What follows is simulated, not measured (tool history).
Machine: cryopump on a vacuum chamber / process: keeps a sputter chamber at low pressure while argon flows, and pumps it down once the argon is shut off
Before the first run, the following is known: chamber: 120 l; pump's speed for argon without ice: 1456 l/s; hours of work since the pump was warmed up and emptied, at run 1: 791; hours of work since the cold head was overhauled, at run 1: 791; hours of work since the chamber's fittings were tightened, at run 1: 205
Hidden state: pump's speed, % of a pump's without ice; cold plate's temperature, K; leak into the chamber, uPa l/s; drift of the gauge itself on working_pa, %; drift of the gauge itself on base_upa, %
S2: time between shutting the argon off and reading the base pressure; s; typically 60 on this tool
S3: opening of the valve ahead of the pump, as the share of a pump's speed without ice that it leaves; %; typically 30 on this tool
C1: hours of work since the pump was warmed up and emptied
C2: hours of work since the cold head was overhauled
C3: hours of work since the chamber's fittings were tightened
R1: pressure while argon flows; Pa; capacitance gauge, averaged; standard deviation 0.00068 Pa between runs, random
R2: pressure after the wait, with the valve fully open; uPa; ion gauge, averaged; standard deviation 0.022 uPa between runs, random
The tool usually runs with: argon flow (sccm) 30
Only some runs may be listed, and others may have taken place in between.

Run 1, hour 0.0: usual settings; C1 791; C2 791; C3 205. Result: R1 0.1281 Pa, R2 1.03 uPa.
Run 2, hour 20.5: usual settings; C1 810; C2 810; C3 223. Result: R1 0.1269 Pa, R2 1.07 uPa.
Run 3, hour 42.7: usual settings but S3 17 %; C1 829; C2 829; C3 242. Result: R1 0.2173 Pa, R2 1.08 uPa.
Run 4, hour 61.3: usual settings but S3 17 %; C1 845; C2 845; C3 259. Result: R1 0.2149 Pa, R2 1.10 uPa.
Run 5, hour 75.9: usual settings but S3 17 %; C1 858; C2 858; C3 272. Result: R1 0.2180 Pa, R2 1.14 uPa.
Run 6, hour 92.1: usual settings; C1 873; C2 873; C3 286. Result: R1 0.1295 Pa, R2 1.17 uPa.
Run 7, hour 107.7: usual settings; C1 886; C2 886; C3 300. Result: R1 0.1293 Pa, R2 1.14 uPa.
Run 8, hour 133.3: usual settings but S2 127 s; C1 909; C2 909; C3 322. Result: R1 0.1300 Pa, R2 1.03 uPa.
Run 9, hour 159.7: usual settings but S2 127 s; C1 932; C2 932; C3 346. Result: R1 0.1298 Pa, R2 0.97 uPa.
Run 10, hour 177.2: usual settings but S2 127 s; C1 948; C2 948; C3 361. Result: R1 0.1305 Pa, R2 1.04 uPa.
Run 11, hour 196.5: usual settings but S2 127 s; C1 965; C2 965; C3 378. Result: R1 0.1305 Pa, R2 1.07 uPa.
Run 12, hour 212.6: usual settings but S2 21 s; C1 979; C2 979; C3 392. Result: R1 0.1319 Pa, R2 2.15 uPa.
Run 13, hour 234.5: usual settings; C1 998; C2 998; C3 411. Result: R1 0.1314 Pa, R2 1.39 uPa.
Run 14, hour 250.6: usual settings; C1 1012; C2 1012; C3 426. Result: R1 0.1328 Pa, R2 1.43 uPa.
Run 15, hour 265.2: usual settings; C1 1025; C2 1025; C3 439. Result: R1 0.1324 Pa, R2 1.43 uPa.
Run 16, hour 280.4: usual settings but argon flow (sccm) 32; C1 1039; C2 1039; C3 452. Result: R1 0.1402 Pa, R2 1.40 uPa.
Run 17, hour 298.2: usual settings but argon flow (sccm) 32; C1 1054; C2 1054; C3 468. Result: R1 0.1412 Pa, R2 1.49 uPa.
Run 18, hour 320.0: usual settings but S2 100 s, S3 37 %; C1 1073; C2 1073; C3 487. Result: R1 0.1114 Pa, R2 1.28 uPa.
At hour 335.5: pump warmed up, emptied and cooled again.
Run 19, hour 345.5: usual settings but argon flow (sccm) 31, S2 225 s; C1 9; C2 1092; C3 505. Result: R1 0.1209 Pa, R2 0.89 uPa.
Run 20, hour 369.5: usual settings but argon flow (sccm) 31, S2 225 s; C1 30; C2 1113; C3 526. Result: R1 0.1210 Pa, R2 0.86 uPa.
Run 21, hour 387.1: usual settings but argon flow (sccm) 40, S2 185 s; C1 45; C2 1128; C3 542. Result: R1 0.1561 Pa, R2 0.94 uPa.
Run 22, hour 403.4: usual settings but argon flow (sccm) 40, S2 185 s; C1 60; C2 1143; C3 556. Result: R1 0.1558 Pa, R2 0.93 uPa.
Run 23, hour 427.3: usual settings but argon flow (sccm) 39, S2 132 s, S3 46 %; C1 81; C2 1164; C3 577. Result: R1 0.1003 Pa, R2 1.04 uPa.
Run 24, hour 441.3: usual settings but argon flow (sccm) 39, S2 132 s, S3 46 %; C1 93; C2 1176; C3 589. Result: R1 0.1007 Pa, R2 1.04 uPa.
Run 25, hour 453.0: usual settings but argon flow (sccm) 34, S2 155 s; C1 104; C2 1186; C3 600. Result: R1 0.1342 Pa, R2 1.06 uPa.
Run 26, hour 470.7: usual settings but argon flow (sccm) 34, S2 155 s; C1 119; C2 1202; C3 615. Result: R1 0.1338 Pa, R2 1.06 uPa.
Run 27, hour 490.1: usual settings but argon flow (sccm) 46, S2 62 s, S3 21 %; C1 136; C2 1219; C3 632. Result: R1 0.2568 Pa, R2 1.31 uPa.
Run 28, hour 508.3: usual settings but argon flow (sccm) 46, S2 62 s, S3 21 %; C1 152; C2 1235; C3 648. Result: R1 0.2598 Pa, R2 1.29 uPa.
Run 29, hour 534.6: usual settings but S2 32 s, S3 54 %; C1 175; C2 1258; C3 672. Result: R1 0.0670 Pa, R2 1.85 uPa.
Run 30, hour 556.5: usual settings but S2 32 s, S3 54 %; C1 195; C2 1278; C3 691. Result: R1 0.0668 Pa, R2 1.76 uPa.
Run 31, hour 585.2: usual settings but argon flow (sccm) 57, S2 32 s, S3 33 %; C1 220; C2 1303; C3 716. Result: R1 0.2048 Pa, R2 1.83 uPa.
Run 32, hour 613.0: usual settings but S2 72 s, S3 54 %; C1 245; C2 1327; C3 741. Result: R1 0.0675 Pa, R2 1.45 uPa.
Run 33, hour 640.2: usual settings but argon flow (sccm) 33, S2 26 s; C1 269; C2 1351; C3 765. Result: R1 0.1319 Pa, R2 2.18 uPa.
Run 34, hour 665.7: usual settings but argon flow (sccm) 41; C1 291; C2 1374; C3 787. Result: R1 0.1658 Pa, R2 1.54 uPa.

Branching from run 34: 4 alternative next runs. What would each branch give?
Run A, hour 680.3: usual settings but argon flow (sccm) 22, S2 295 s, S3 16 %; C1 304; C2 1387; C3 800. Result: R1 ?, R2 ?.
Run B, hour 680.3: usual settings but S2 76 s; C1 304; C2 1387; C3 800. Result: R1 ?, R2 ?.
Run C, hour 680.3: usual settings but argon flow (sccm) 47, S3 17 %; C1 304; C2 1387; C3 800. Result: R1 ?, R2 ?.
Run D, hour 680.3: usual settings but argon flow (sccm) 56, S2 54 s, S3 50 %; C1 304; C2 1387; C3 800. Result: R1 ?, R2 ?.

run      R1    R2
  A  0.1637  1.21
  B  0.1192  1.46
  C  0.3273  1.52
  D  0.1363  1.60
Without the tool's unlogged condition, the same runs would have read:
run      R1    R2
  A  0.1605  0.29
  B  0.1148  0.55
  C  0.3204  0.62
  D  0.1282  0.70

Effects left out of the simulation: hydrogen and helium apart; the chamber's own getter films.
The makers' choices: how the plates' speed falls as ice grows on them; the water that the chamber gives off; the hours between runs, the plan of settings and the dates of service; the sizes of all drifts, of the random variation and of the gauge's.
